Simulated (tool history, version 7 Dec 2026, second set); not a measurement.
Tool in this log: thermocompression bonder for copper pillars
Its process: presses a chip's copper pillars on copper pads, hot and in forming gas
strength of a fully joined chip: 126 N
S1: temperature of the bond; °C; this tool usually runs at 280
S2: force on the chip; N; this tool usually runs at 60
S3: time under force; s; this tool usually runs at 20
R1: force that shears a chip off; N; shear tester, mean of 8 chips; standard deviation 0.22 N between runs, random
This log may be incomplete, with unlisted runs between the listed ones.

Run 1, hour 0.0: usual settings. Result: R1 50.9 N.
Run 2, hour 24.7: usual settings. Result: R1 50.7 N.
Run 3, hour 43.3: usual settings. Result: R1 50.8 N.
Run 4, hour 60.2: usual settings. Result: R1 51.0 N.
Run 5, hour 73.2: usual settings. Result: R1 50.6 N.
Run 6, hour 95.1: usual settings. Result: R1 50.3 N.
Run 7, hour 113.4: usual settings but S1 303 °C, S3 24 s. Result: R1 65.7 N.
Run 8, hour 130.7: usual settings but S1 300 °C, S2 58 N, S3 44 s. Result: R1 75.5 N.
Run 9, hour 145.4: usual settings but S1 290 °C, S2 40 N, S3 12 s. Result: R1 32.5 N.

Run 10 is up next; what results do you expect?
Run 10, hour 169.3: usual settings but S1 267 °C, S3 17 s. Result: R1 ?.

R1: 41.3 N
Without the tool's hidden state the same run would have given R1 40.8 N.
